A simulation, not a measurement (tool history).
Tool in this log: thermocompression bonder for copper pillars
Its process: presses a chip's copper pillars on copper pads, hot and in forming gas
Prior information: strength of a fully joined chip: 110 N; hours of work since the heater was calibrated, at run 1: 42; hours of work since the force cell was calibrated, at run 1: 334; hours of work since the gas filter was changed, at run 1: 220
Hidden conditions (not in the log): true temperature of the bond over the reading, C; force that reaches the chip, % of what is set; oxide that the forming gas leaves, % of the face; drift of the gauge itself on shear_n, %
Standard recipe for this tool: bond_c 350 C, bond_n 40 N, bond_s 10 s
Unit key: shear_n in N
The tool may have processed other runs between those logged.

run,hour,bond_c,bond_n,bond_s,hours of work since the heater was calibrated,hours of work since the force cell was calibrated,hours of work since the gas filter was changed,shear_n
1,0.0,350,40,10,42,334,220,49.4
# hour 26.6: forming gas filter changed
2,77.0,350,38,10,100,392,38,44.9
3,137.5,350,38,10,146,438,84,45.4
4,213.1,350,40,10,204,496,142,47.9
5,283.8,350,40,10,257,549,195,47.4
6,321.6,350,40,10,286,578,224,46.5
# hour 339.1: forming gas filter changed
7,364.1,350,40,10,318,610,19,48.3
8,405.8,350,40,10,350,642,51,47.6
9,474.1,350,40,10,401,694,103,46.4
10,525.0,350,40,10,440,732,141,48.4
11,579.6,350,28,9,482,774,183,30.7
12,647.4,325,40,9,533,825,234,33.1
# hour 654.7: forming gas filter changed
13,694.5,325,40,9,568,861,30,33.8
14,762.2,360,24,9,620,912,82,28.8

5 options for the next run, each taken on its own from the tool as it stands now. Forecast them:
A,816.3,320,31,9,661,953,123,?
B,816.3,360,24,10,661,953,123,?
C,816.3,357,58,8,661,953,123,?
D,816.3,380,52,18,661,953,123,?
E,816.3,350,50,20,661,953,123,?

run,shear_n
A,21.6
B,30.5
C,67.5
D,90.3
E,73.2
Had the tool no hidden state, the same runs would have come out as:
run,shear_n
A,21.7
B,30.6
C,67.7
D,90.5
E,73.4
